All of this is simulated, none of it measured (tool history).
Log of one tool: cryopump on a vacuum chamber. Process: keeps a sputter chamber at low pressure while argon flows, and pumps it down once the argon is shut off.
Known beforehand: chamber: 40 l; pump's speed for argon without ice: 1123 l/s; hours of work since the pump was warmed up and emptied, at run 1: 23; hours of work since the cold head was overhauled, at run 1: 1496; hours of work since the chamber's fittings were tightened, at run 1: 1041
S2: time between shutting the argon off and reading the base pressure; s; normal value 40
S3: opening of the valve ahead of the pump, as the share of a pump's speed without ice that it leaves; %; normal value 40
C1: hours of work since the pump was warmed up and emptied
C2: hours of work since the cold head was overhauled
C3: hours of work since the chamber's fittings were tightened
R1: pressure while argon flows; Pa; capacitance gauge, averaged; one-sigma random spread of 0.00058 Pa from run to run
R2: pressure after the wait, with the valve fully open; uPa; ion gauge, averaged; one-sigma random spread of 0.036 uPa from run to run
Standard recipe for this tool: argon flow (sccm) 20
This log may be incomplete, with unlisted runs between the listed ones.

{"run": 1, "hour": 0.0, "argon flow (sccm)": 20, "S2": 40, "S3": 40, "C1": 23, "C2": 1496, "C3": 1041, "R1": 0.0765, "R2": 2.97}
{"run": 2, "hour": 50.2, "argon flow (sccm)": 16, "S2": 40, "S3": 40, "C1": 52, "C2": 1525, "C3": 1071, "R1": 0.061, "R2": 3.05}
{"run": 3, "hour": 122.0, "argon flow (sccm)": 16, "S2": 40, "S3": 40, "C1": 95, "C2": 1568, "C3": 1113, "R1": 0.0617, "R2": 3.21}
{"run": 4, "hour": 201.5, "argon flow (sccm)": 16, "S2": 40, "S3": 40, "C1": 142, "C2": 1615, "C3": 1160, "R1": 0.0616, "R2": 3.27}
{"run": 5, "hour": 301.0, "argon flow (sccm)": 20, "S2": 40, "S3": 40, "C1": 200, "C2": 1674, "C3": 1219, "R1": 0.0782, "R2": 3.22}
{"run": 6, "hour": 369.0, "argon flow (sccm)": 20, "S2": 40, "S3": 40, "C1": 241, "C2": 1714, "C3": 1259, "R1": 0.0787, "R2": 3.31}
{"run": 7, "hour": 427.9, "argon flow (sccm)": 20, "S2": 40, "S3": 40, "C1": 275, "C2": 1749, "C3": 1294, "R1": 0.0783, "R2": 3.29}
{"run": 8, "hour": 492.1, "argon flow (sccm)": 20, "S2": 40, "S3": 18, "C1": 313, "C2": 1786, "C3": 1332, "R1": 0.1691, "R2": 3.46}
{"run": 9, "hour": 570.3, "argon flow (sccm)": 20, "S2": 40, "S3": 25, "C1": 360, "C2": 1833, "C3": 1378, "R1": 0.1228, "R2": 3.48}
{"run": 10, "hour": 664.2, "argon flow (sccm)": 20, "S2": 40, "S3": 25, "C1": 415, "C2": 1888, "C3": 1434, "R1": 0.1237, "R2": 3.55}
{"run": 11, "hour": 758.6, "argon flow (sccm)": 20, "S2": 40, "S3": 25, "C1": 471, "C2": 1944, "C3": 1490, "R1": 0.1238, "R2": 3.62}
{"run": 12, "hour": 849.3, "argon flow (sccm)": 20, "S2": 40, "S3": 53, "C1": 524, "C2": 1997, "C3": 1543, "R1": 0.0612, "R2": 3.75}
{"run": 13, "hour": 897.2, "argon flow (sccm)": 25, "S2": 191, "S3": 26, "C1": 553, "C2": 2026, "C3": 1571, "R1": 0.15, "R2": 2.38}
{"run": 14, "hour": 943.8, "argon flow (sccm)": 10, "S2": 40, "S3": 40, "C1": 580, "C2": 2053, "C3": 1599, "R1": 0.0397, "R2": 3.84}
{"run": 15, "hour": 1018.6, "argon flow (sccm)": 10, "S2": 40, "S3": 40, "C1": 624, "C2": 2097, "C3": 1643, "R1": 0.0406, "R2": 3.74}
{"hour": 1091.3, "done": "pump warmed up, emptied and cooled again"}
{"run": 16, "hour": 1112.5, "argon flow (sccm)": 20, "S2": 40, "S3": 42, "C1": 13, "C2": 2150, "C3": 1696, "R1": 0.0742, "R2": 3.62}
{"hour": 1194.1, "done": "leaking fittings of the chamber tightened, without venting"}
{"run": 17, "hour": 1206.2, "argon flow (sccm)": 18, "S2": 129, "S3": 18, "C1": 67, "C2": 2204, "C3": 7, "R1": 0.1522, "R2": 0.84}
{"run": 18, "hour": 1267.2, "argon flow (sccm)": 37, "S2": 129, "S3": 18, "C1": 103, "C2": 2240, "C3": 43, "R1": 0.3141, "R2": 0.87}
{"run": 19, "hour": 1313.8, "argon flow (sccm)": 37, "S2": 129, "S3": 18, "C1": 130, "C2": 2268, "C3": 71, "R1": 0.3135, "R2": 0.91}

Entry by entry between the runs, the difference in hidden state between the last listed run before and the first listed run after:
Logged between run 15 and run 16: pump warmed up, emptied and cooled again (hour 1091.3)
  pump's speed, % of a pump's without ice: 88.4 -> 99.8; cold plate's temperature, K: 13.67 -> 13.71; leak into the chamber, uPa l/s: 2051 -> 2102
  measured less the result without the state, R1: +0.0026 -> +0.0012 Pa; R2: +1.83 -> +1.67 uPa
Logged between run 16 and run 17: leaking fittings of the chamber tightened, without venting (hour 1194.1)
  pump's speed, % of a pump's without ice: 99.8 -> 98.7; cold plate's temperature, K: 13.71 -> 13.75; leak into the chamber, uPa l/s: 2102 -> 332
  measured less the result without the state, R1: +0.0012 -> +0.0013 Pa; R2: +1.67 -> +0.04 uPa
